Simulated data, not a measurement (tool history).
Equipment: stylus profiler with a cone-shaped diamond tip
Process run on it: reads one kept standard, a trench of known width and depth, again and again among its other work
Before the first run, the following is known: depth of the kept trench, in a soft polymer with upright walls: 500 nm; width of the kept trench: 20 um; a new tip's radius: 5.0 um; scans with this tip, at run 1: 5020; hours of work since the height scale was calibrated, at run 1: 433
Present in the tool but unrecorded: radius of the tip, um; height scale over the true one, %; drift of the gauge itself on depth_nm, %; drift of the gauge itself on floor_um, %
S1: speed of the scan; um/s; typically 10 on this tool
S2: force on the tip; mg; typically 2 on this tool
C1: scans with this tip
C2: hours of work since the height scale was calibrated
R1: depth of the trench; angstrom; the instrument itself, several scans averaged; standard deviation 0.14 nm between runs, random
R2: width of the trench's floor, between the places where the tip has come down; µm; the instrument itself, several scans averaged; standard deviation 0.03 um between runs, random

Run 1, hour 0: usual settings; C1 5020; C2 433. Result: R1 5046.2 angstrom, R2 14.45 µm.
Run 2, hour 13.2: usual settings; C1 5085; C2 439. Result: R1 5045.3 angstrom, R2 14.45 µm.
Run 3, hour 30.2: usual settings but S2 1.81 mg; C1 5170; C2 446. Result: R1 5046.2 angstrom, R2 14.44 µm.
Run 4, hour 40.2: usual settings but S2 2.24 mg; C1 5220; C2 450. Result: R1 5048.4 angstrom, R2 14.42 µm.
Run 5, hour 54.1: usual settings but S1 6 um/s, S2 2.24 mg; C1 5289; C2 456. Result: R1 5047.1 angstrom, R2 14.47 µm.
Run 6, hour 68.3: usual settings but S1 6 um/s, S2 2.24 mg; C1 5359; C2 462. Result: R1 5051.1 angstrom, R2 14.44 µm.
Run 7, hour 83.7: usual settings but S1 6 um/s, S2 2.24 mg; C1 5436; C2 469. Result: R1 5049.6 angstrom, R2 14.42 µm.
Run 8, hour 101.4: usual settings but S1 6 um/s, S2 2.24 mg; C1 5524; C2 477. Result: R1 5049.8 angstrom, R2 14.38 µm.
Run 9, hour 109.8: usual settings but S2 2.43 mg; C1 5566; C2 480. Result: R1 5049.3 angstrom, R2 14.35 µm.
Run 10, hour 119.2: usual settings but S2 2.43 mg; C1 5612; C2 484. Result: R1 5051 angstrom, R2 14.36 µm.
Run 11, hour 135.6: usual settings but S2 2.43 mg; C1 5694; C2 491. Result: R1 5050 angstrom, R2 14.4 µm.
Run 12, hour 145.5: usual settings but S2 2.43 mg; C1 5743; C2 495. Result: R1 5053.6 angstrom, R2 14.29 µm.
Run 13, hour 160.6: usual settings but S2 1 mg; C1 5818; C2 502. Result: R1 5029.8 angstrom, R2 14.29 µm.
At hour 162.1: height scale calibrated on a step standard.
Run 14, hour 174.1: usual settings but S2 1 mg; C1 5883; C2 5. Result: R1 5033 angstrom, R2 14.27 µm.
Run 15, hour 189.5: usual settings; C1 5959; C2 12. Result: R1 5047.5 angstrom, R2 14.29 µm.
Run 16, hour 200.8: usual settings but S1 9 um/s; C1 6016; C2 17. Result: R1 5046.5 angstrom, R2 14.38 µm.
Run 17, hour 215.7: usual settings but S1 9 um/s; C1 6090; C2 23. Result: R1 5050.2 angstrom, R2 14.34 µm.
At hour 226.3: height scale calibrated on a step standard, once more.
Run 18, hour 232.6: usual settings but S1 9 um/s; C1 6171; C2 3. Result: R1 5045.1 angstrom, R2 14.23 µm.
Run 19, hour 251.2: usual settings but S1 9 um/s; C1 6263; C2 11. Result: R1 5043.3 angstrom, R2 14.23 µm.
Run 20, hour 268.7: usual settings but S1 9 um/s; C1 6351; C2 18. Result: R1 5040.8 angstrom, R2 14.28 µm.
Run 21, hour 278.6: usual settings but S1 9 um/s; C1 6400; C2 22. Result: R1 5042.1 angstrom, R2 14.25 µm.
Run 22, hour 294.7: usual settings but S1 9 um/s; C1 6480; C2 29. Result: R1 5042.6 angstrom, R2 14.21 µm.
Run 23, hour 308.7: usual settings but S1 9 um/s; C1 6549; C2 35. Result: R1 5041.1 angstrom, R2 14.16 µm.
Run 24, hour 322.5: usual settings but S1 30 um/s, S2 5.12 mg; C1 6618; C2 41. Result: R1 5082 angstrom, R2 14.11 µm.
Run 25, hour 341.9: usual settings but S1 26 um/s, S2 1.5 mg; C1 6714; C2 50. Result: R1 5035.6 angstrom, R2 14.08 µm.
Run 26, hour 357.7: usual settings but S1 15 um/s, S2 1.36 mg; C1 6793; C2 56. Result: R1 5033.6 angstrom, R2 14.08 µm.
Run 27, hour 374.6: usual settings but S1 15 um/s, S2 1.42 mg; C1 6877; C2 64. Result: R1 5034.5 angstrom, R2 14.07 µm.
Run 28, hour 393.5: usual settings but S1 3 um/s, S2 3.58 mg; C1 6971; C2 72. Result: R1 5062.7 angstrom, R2 14.16 µm.
Run 29, hour 405.3: usual settings but S1 3 um/s, S2 3.58 mg; C1 7030; C2 77. Result: R1 5063.9 angstrom, R2 14.11 µm.
Run 30, hour 425.1: usual settings but S1 18 um/s, S2 4.16 mg; C1 7128; C2 85. Result: R1 5070.2 angstrom, R2 14.05 µm.
Run 31, hour 436: usual settings but S1 18 um/s, S2 4.16 mg; C1 7182; C2 90. Result: R1 5067.4 angstrom, R2 14.06 µm.
Run 32, hour 444.9: usual settings but S1 31 um/s, S2 3.88 mg; C1 7227; C2 94. Result: R1 5066.8 angstrom, R2 13.98 µm.
Run 33, hour 461.7: usual settings but S1 13 um/s, S2 0.71 mg; C1 7310; C2 101. Result: R1 5018.3 angstrom, R2 13.97 µm.
Run 34, hour 481.7: usual settings but S1 14 um/s, S2 2.84 mg; C1 7409; C2 109. Result: R1 5055.2 angstrom, R2 14.07 µm.
Run 35, hour 499.8: usual settings but S1 3 um/s, S2 2.84 mg; C1 7499; C2 117. Result: R1 5053.5 angstrom, R2 13.99 µm.
Run 36, hour 514.2: usual settings but S1 12 um/s, S2 3.87 mg; C1 7571; C2 123. Result: R1 5067.2 angstrom, R2 14.04 µm.
Run 37, hour 532: usual settings but S1 12 um/s, S2 3.87 mg; C1 7659; C2 131. Result: R1 5067.6 angstrom, R2 13.96 µm.
Run 38, hour 549.5: usual settings but S1 8 um/s, S2 1.11 mg; C1 7746; C2 139. Result: R1 5029.5 angstrom, R2 13.93 µm.
Run 39, hour 564.1: usual settings but S1 14 um/s, S2 1.13 mg; C1 7819; C2 145. Result: R1 5031.1 angstrom, R2 13.93 µm.
Run 40, hour 577.7: usual settings but S1 14 um/s, S2 1.13 mg; C1 7887; C2 151. Result: R1 5028 angstrom, R2 13.92 µm.
Run 41, hour 588.1: usual settings but S1 13 um/s, S2 4.4 mg; C1 7938; C2 155. Result: R1 5073.1 angstrom, R2 13.9 µm.
Run 42, hour 598.5: usual settings but S1 26 um/s, S2 4.48 mg; C1 7990; C2 160. Result: R1 5072.5 angstrom, R2 13.83 µm.
Run 43, hour 612: usual settings but S2 0.88 mg; C1 8057; C2 165. Result: R1 5025.1 angstrom, R2 13.82 µm.
Run 44, hour 620.8: usual settings but S1 6 um/s, S2 1.16 mg; C1 8101; C2 169. Result: R1 5027.9 angstrom, R2 13.9 µm.
Run 45, hour 637.9: usual settings but S1 6 um/s, S2 0.85 mg; C1 8186; C2 176. Result: R1 5026.5 angstrom, R2 13.87 µm.

Here are 5 independent what-if runs from the current tool condition. What would each one return?
Run A, hour 648: usual settings but S1 17 um/s, S2 2.43 mg; C1 8236; C2 181. Result: R1 ?, R2 ?.
Run B, hour 648: usual settings but S1 32 um/s, S2 5.06 mg; C1 8236; C2 181. Result: R1 ?, R2 ?.
Run C, hour 648: usual settings but S1 6 um/s, S2 2.12 mg; C1 8236; C2 181. Result: R1 ?, R2 ?.
Run D, hour 648: usual settings but S1 4 um/s, S2 2.55 mg; C1 8236; C2 181. Result: R1 ?, R2 ?.
Run E, hour 648: usual settings but S1 9 um/s, S2 0.79 mg; C1 8236; C2 181. Result: R1 ?, R2 ?.

run      R1     R2
  A  5048.8  13.84
  B  5078.9  13.84
  C  5044.3  13.84
  D  5050.9  13.92
  E  5023.2   13.9
Without the tool's unlogged condition, the same runs would have read:
run      R1     R2
  A  5047.2  15.58
  B  5077.3  15.57
  C  5042.8  15.58
  D  5049.4  15.66
  E  5021.7  15.64

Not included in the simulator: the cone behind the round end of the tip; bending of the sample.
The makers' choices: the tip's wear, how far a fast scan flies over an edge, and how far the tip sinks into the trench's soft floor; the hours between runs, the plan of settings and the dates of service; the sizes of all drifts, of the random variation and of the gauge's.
